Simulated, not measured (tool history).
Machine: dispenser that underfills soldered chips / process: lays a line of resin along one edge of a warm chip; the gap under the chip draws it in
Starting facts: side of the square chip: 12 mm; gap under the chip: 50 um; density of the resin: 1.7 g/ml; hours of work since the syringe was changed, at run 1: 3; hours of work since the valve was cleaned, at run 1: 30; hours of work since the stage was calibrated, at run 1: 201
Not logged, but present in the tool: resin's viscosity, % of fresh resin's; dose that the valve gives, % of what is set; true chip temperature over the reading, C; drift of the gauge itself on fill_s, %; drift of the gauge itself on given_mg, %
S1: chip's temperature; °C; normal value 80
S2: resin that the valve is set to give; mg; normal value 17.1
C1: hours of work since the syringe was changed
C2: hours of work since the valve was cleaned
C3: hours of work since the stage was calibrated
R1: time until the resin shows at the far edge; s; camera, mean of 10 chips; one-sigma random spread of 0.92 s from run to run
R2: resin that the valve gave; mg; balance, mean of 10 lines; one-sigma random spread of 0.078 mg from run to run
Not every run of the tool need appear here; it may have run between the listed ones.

run	hour	S1	S2	C1	C2	C3	R1	R2
1	0.0	80	17.1	3	30	201	92.2	16.77
2	9.5	80	17.1	10	37	208	115.9	16.81
# hour 10.8: new syringe of resin
3	19.2	80	17.1	6	44	215	100.1	16.73
# hour 25.9: new syringe of resin
4	26.4	80	17.1	0	49	220	85.8	16.85
5	31.1	80	17.1	4	52	224	94.6	16.71
6	36.5	80	17.1	8	56	228	107.5	16.59
# hour 41.3: new syringe of resin
7	44.5	80	17.1	2	62	233	90.7	16.53
# hour 50.7: dispensing valve cleaned and set on the balance
8	53.8	80	18.2	8	2	239	105.9	18.19
# hour 57.5: new syringe of resin
9	62.0	80	18.2	3	8	245	90.9	18.20
10	68.6	80	18.2	8	13	250	106.0	18.08
# hour 73.2: new syringe of resin
11	79.4	80	18.2	5	21	258	93.3	18.16
# hour 88.6: new syringe of resin
12	89.1	80	18.2	0	28	264	85.0	17.93
13	96.4	80	18.2	6	33	270	97.9	17.69
# hour 103.9: new syringe of resin
14	104.8	80	18.2	1	39	276	85.9	17.88
15	110.8	80	19.9	5	43	280	95.2	19.62

Estimate the outcome of run 16 from the log above:
# hour 118.8: new syringe of resin
16	120.1	73	18.2	1	50	287	?	?

{"run 16": {"R1": 118.3, "R2": 17.99}}
Without the tool's hidden state the same run would have given R1 120.8 s, R2 18.36 mg.

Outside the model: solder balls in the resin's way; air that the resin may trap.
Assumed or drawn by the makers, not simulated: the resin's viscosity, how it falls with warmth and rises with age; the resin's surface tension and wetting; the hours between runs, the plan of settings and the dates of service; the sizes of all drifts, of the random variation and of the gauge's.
